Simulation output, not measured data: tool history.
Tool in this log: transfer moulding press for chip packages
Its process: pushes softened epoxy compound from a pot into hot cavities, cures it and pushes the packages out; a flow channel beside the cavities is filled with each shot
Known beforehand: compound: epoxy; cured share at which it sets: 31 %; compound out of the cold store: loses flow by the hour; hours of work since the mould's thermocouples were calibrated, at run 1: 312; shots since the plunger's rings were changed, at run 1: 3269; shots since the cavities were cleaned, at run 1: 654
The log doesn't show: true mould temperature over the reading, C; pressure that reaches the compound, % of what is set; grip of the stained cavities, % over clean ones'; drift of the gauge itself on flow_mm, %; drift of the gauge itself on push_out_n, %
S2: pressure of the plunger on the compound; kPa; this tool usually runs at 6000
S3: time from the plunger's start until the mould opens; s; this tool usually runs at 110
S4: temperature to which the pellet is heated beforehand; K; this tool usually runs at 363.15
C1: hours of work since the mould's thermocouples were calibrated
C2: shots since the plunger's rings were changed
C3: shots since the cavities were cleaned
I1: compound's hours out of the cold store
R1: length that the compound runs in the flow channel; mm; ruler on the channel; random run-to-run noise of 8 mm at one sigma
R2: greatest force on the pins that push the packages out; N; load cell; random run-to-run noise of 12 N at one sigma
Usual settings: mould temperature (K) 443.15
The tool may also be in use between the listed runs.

Run 1, hour 0.0: usual settings; C1 312; C2 3269; C3 654; I1 37.4. Result: R1 793 mm, R2 918 N.
At hour 3.3: cavities cleaned with cleaning compound and waxed.
Run 2, hour 14.3: usual settings; C1 318; C2 3378; C3 94; I1 20.1. Result: R1 857 mm, R2 1142 N.
Run 3, hour 23.1: usual settings but mould temperature (K) 440.15; C1 323; C2 3452; C3 168; I1 37.0. Result: R1 806 mm, R2 1268 N.
Run 4, hour 36.0: usual settings; C1 329; C2 3560; C3 276; I1 30.5. Result: R1 807 mm, R2 1051 N.
Run 5, hour 45.1: usual settings but S2 6970 kPa; C1 334; C2 3638; C3 354; I1 33.1. Result: R1 872 mm, R2 1051 N.
Run 6, hour 59.0: usual settings but S2 6970 kPa; C1 341; C2 3755; C3 471; I1 33.6. Result: R1 856 mm, R2 1043 N.
Run 7, hour 78.9: usual settings but S3 101 s; C1 352; C2 3924; C3 640; I1 20.8. Result: R1 834 mm, R2 1215 N.
At hour 84.8: cavities cleaned with cleaning compound and waxed.
At hour 87.6: cavities cleaned with cleaning compound and waxed, once more.
At hour 92.8: plunger's sealing rings changed.
Run 8, hour 100.1: usual settings; C1 360; C2 62; C3 84; I1 26.7. Result: R1 882 mm, R2 636 N.
Run 9, hour 117.5: usual settings; C1 369; C2 209; C3 231; I1 45.6. Result: R1 807 mm, R2 747 N.
Run 10, hour 127.2: usual settings but mould temperature (K) 448.15, S2 4570 kPa, S4 369.15 K; C1 374; C2 291; C3 313; I1 30.6. Result: R1 737 mm, R2 652 N.
Run 11, hour 136.2: usual settings but S3 149 s; C1 378; C2 367; C3 389; I1 42.1. Result: R1 827 mm, R2 655 N.
At hour 143.5: mould's thermocouples calibrated.
Run 12, hour 150.7: usual settings but mould temperature (K) 445.15, S2 5930 kPa, S3 104 s, S4 367.15 K; C1 4; C2 473; C3 495; I1 45.5. Result: R1 793 mm, R2 795 N.
Run 13, hour 162.0: usual settings but mould temperature (K) 450.15, S2 6540 kPa, S3 142 s, S4 364.15 K; C1 10; C2 568; C3 590; I1 24.9. Result: R1 890 mm, R2 704 N.
At hour 173.5: cavities cleaned with cleaning compound and waxed.
Run 14, hour 173.8: usual settings but mould temperature (K) 450.15, S2 6540 kPa, S3 142 s, S4 364.15 K; C1 15; C2 656; C3 3; I1 10.5. Result: R1 945 mm, R2 419 N.
Run 15, hour 191.4: usual settings but mould temperature (K) 450.15, S2 6470 kPa, S3 142 s, S4 369.15 K; C1 24; C2 804; C3 151; I1 26.5. Result: R1 890 mm, R2 534 N.
Run 16, hour 208.5: usual settings but mould temperature (K) 450.15, S2 6470 kPa, S3 142 s, S4 369.15 K; C1 33; C2 949; C3 296; I1 17.5. Result: R1 895 mm, R2 602 N.
Run 17, hour 218.2: usual settings but S2 5790 kPa, S3 117 s; C1 38; C2 1030; C3 377; I1 23.2. Result: R1 866 mm, R2 771 N.

Measured result minus the same run's result without the hidden state. Both carry the same run-to-run variation, though not necessarily the same gauge scatter:
run   R1    R2
  1  -55  +389
  2  -61  +594
  3  -58  +650
  4  -61  +531
  5  -67  +524
  6  -68  +514
  7  -70  +598
  8   -2   +98
  9   -3  +222
 10   -4  +213
 11   -6  +235
 12   -9  +310
 13  -11  +286
 14  -13    +7
 15  -16  +119
 16  -18  +190
 17  -20  +270
